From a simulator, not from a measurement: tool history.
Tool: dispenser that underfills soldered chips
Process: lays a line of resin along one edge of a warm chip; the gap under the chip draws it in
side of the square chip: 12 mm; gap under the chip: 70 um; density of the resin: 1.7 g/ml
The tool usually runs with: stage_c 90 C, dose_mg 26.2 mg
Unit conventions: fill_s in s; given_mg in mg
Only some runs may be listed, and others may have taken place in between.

| run | hour | stage_c | dose_mg | fill_s | given_mg |
|---|---|---|---|---|---|
| 1 | 0.0 | 90 | 26.2 | 172.6 | 25.47 |
| 2 | 5.3 | 90 | 26.2 | 199.6 | 25.61 |
| 3 | 11.6 | 90 | 26.2 | 139.5 | 25.56 |
| 4 | 17.5 | 90 | 26.2 | 167.6 | 25.44 |
| 5 | 25.5 | 90 | 28.4 | 125.8 | 27.33 |
| 6 | 33.0 | 90 | 30.8 | 155.5 | 29.63 |
| 7 | 42.0 | 93 | 26.2 | 183.6 | 25.10 |
| 8 | 50.9 | 93 | 26.2 | 137.6 | 25.31 |
| 9 | 56.3 | 90 | 32.8 | 184.9 | 31.50 |
| 10 | 68.6 | 90 | 26.2 | 160.6 | 26.42 |
| 11 | 78.8 | 90 | 28.3 | 121.8 | 28.25 |
| 12 | 91.7 | 90 | 26.2 | 186.6 | 25.94 |
| 13 | 103.2 | 90 | 25.9 | 153.2 | 25.62 |
| 14 | 109.0 | 90 | 25.9 | 186.3 | 25.61 |
| 15 | 117.1 | 79 | 26.2 | 226.6 | 25.91 |
| 16 | 122.6 | 85 | 33.1 | 201.4 | 32.54 |
| 17 | 135.2 | 85 | 33.1 | 168.3 | 32.69 |
| 18 | 140.8 | 90 | 31.1 | 161.1 | 30.30 |
| 19 | 151.9 | 90 | 31.1 | 136.1 | 30.04 |
| 20 | 159.6 | 99 | 30.9 | 113.7 | 30.06 |
| 21 | 170.1 | 93 | 26.2 | 125.7 | 25.35 |
| 22 | 180.3 | 79 | 23.9 | 342.1 | 22.85 |
| 23 | 192.5 | 85 | 31.7 | 206.5 | 30.06 |
| 24 | 202.4 | 85 | 31.7 | 158.0 | 31.57 |
| 25 | 210.8 | 102 | 33.0 | 95.0 | 32.77 |
| 26 | 219.3 | 81 | 26.2 | 191.5 | 26.11 |
| 27 | 229.6 | 81 | 26.2 | 256.9 | 25.90 |
| 28 | 236.9 | 76 | 25.8 | 244.3 | 25.09 |
| 29 | 242.2 | 76 | 25.8 | 288.6 | 25.19 |
| 30 | 247.7 | 90 | 29.0 | 169.9 | 28.48 |

Taken out of this log: 16 entries between the listed runs. Where each belongs, and how the hidden state differs across it:
Run 2 -> run 3: new syringe of resin (hour 8.2)
  resin's viscosity, % of fresh resin's: 159.3 -> 111.6; dose that the valve gives, % of what is set: 97.52 -> 97.27; true chip temperature over the reading, C: -0.06 -> -0.03
  what was measured, less what the result would be without the hidden state, fill_s: +75.0 -> +15.2 s; given_mg: -0.65 -> -0.72 mg
Run 4 -> run 5: new syringe of resin (hour 25.5)
  resin's viscosity, % of fresh resin's: 134.3 -> 100.4; dose that the valve gives, % of what is set: 97.05 -> 96.72; true chip temperature over the reading, C: 0 -> 0.03
  what was measured, less what the result would be without the hidden state, fill_s: +43.3 -> +0.8 s; given_mg: -0.77 -> -0.93 mg
Run 7 -> run 8: new syringe of resin (hour 42.9)
  resin's viscosity, % of fresh resin's: 168.9 -> 127.3; dose that the valve gives, % of what is set: 96.07 -> 95.75; true chip temperature over the reading, C: 0.11 -> 0.15
  what was measured, less what the result would be without the hidden state, fill_s: +74.8 -> +29.5 s; given_mg: -1.02 -> -1.12 mg
Run 9 -> run 10: new syringe of resin (hour 60.2); dispensing valve cleaned and set on the balance (hour 68.6)
  resin's viscosity, % of fresh resin's: 150.9 -> 128.5; dose that the valve gives, % of what is set: 95.55 -> 100.23; true chip temperature over the reading, C: 0.17 -> 0.22
  what was measured, less what the result would be without the hidden state, fill_s: +61.5 -> +34.5 s; given_mg: -1.46 -> +0.06 mg
Run 10 -> run 11: new syringe of resin (hour 78.8)
  resin's viscosity, % of fresh resin's: 128.5 -> 99.9; dose that the valve gives, % of what is set: 100.23 -> 99.85; true chip temperature over the reading, C: 0.22 -> 0.27
  what was measured, less what the result would be without the hidden state, fill_s: +34.5 -> -1.7 s; given_mg: +0.06 -> -0.04 mg
Run 12 -> run 13: new syringe of resin (hour 95.9)
  resin's viscosity, % of fresh resin's: 150 -> 127.4; dose that the valve gives, % of what is set: 99.34 -> 98.93; true chip temperature over the reading, C: 0.33 -> 0.38
  what was measured, less what the result would be without the hidden state, fill_s: +60.4 -> +30.8 s; given_mg: -0.17 -> -0.28 mg
Run 14 -> run 15: new syringe of resin (hour 113.8)
  resin's viscosity, % of fresh resin's: 153.2 -> 109.6; dose that the valve gives, % of what is set: 98.7 -> 98.42; true chip temperature over the reading, C: 0.41 -> 0.45
  what was measured, less what the result would be without the hidden state, fill_s: +62.5 -> +15.8 s; given_mg: -0.34 -> -0.42 mg
Run 16 -> run 17: new syringe of resin (hour 130.8)
  resin's viscosity, % of fresh resin's: 130.6 -> 112.7; dose that the valve gives, % of what is set: 98.19 -> 97.78; true chip temperature over the reading, C: 0.47 -> 0.53
  what was measured, less what the result would be without the hidden state, fill_s: +43.8 -> +15.3 s; given_mg: -0.60 -> -0.74 mg
Run 18 -> run 19: new syringe of resin (hour 147.9)
  resin's viscosity, % of fresh resin's: 134.5 -> 113.5; dose that the valve gives, % of what is set: 97.59 -> 97.21; true chip temperature over the reading, C: 0.56 -> 0.61
  what was measured, less what the result would be without the hidden state, fill_s: +38.4 -> +13.0 s; given_mg: -0.75 -> -0.87 mg
Run 20 -> run 21: new syringe of resin (hour 164.9)
  resin's viscosity, % of fresh resin's: 145.2 -> 117.7; dose that the valve gives, % of what is set: 96.89 -> 96.49; true chip temperature over the reading, C: 0.64 -> 0.69
  what was measured, less what the result would be without the hidden state, fill_s: +33.2 -> +16.1 s; given_mg: -0.96 -> -0.92 mg
Run 22 -> run 23: new syringe of resin (hour 182.3)
  resin's viscosity, % of fresh resin's: 162.4 -> 136.5; dose that the valve gives, % of what is set: 96.06 -> 95.61; true chip temperature over the reading, C: 0.73 -> 0.79
  what was measured, less what the result would be without the hidden state, fill_s: +125.6 -> +49.9 s; given_mg: -0.94 -> -1.39 mg
Run 23 -> run 24: dispensing valve cleaned and set on the balance (hour 199.7); new syringe of resin (hour 200.5)
  resin's viscosity, % of fresh resin's: 136.5 -> 106.8; dose that the valve gives, % of what is set: 95.61 -> 99.81; true chip temperature over the reading, C: 0.79 -> 0.83
  what was measured, less what the result would be without the hidden state, fill_s: +49.9 -> +4.1 s; given_mg: -1.39 -> -0.06 mg
Run 25 -> run 26: new syringe of resin (hour 218.3)
  resin's viscosity, % of fresh resin's: 139 -> 102.4; dose that the valve gives, % of what is set: 99.5 -> 99.15; true chip temperature over the reading, C: 0.87 -> 0.91
  what was measured, less what the result would be without the hidden state, fill_s: +24.1 -> -3.7 s; given_mg: -0.17 -> -0.22 mg
Run 27 -> run 28: new syringe of resin (hour 236.1)
  resin's viscosity, % of fresh resin's: 142.1 -> 102.7; dose that the valve gives, % of what is set: 98.73 -> 98.46; true chip temperature over the reading, C: 0.96 -> 1
  what was measured, less what the result would be without the hidden state, fill_s: +67.8 -> -5.1 s; given_mg: -0.33 -> -0.39 mg
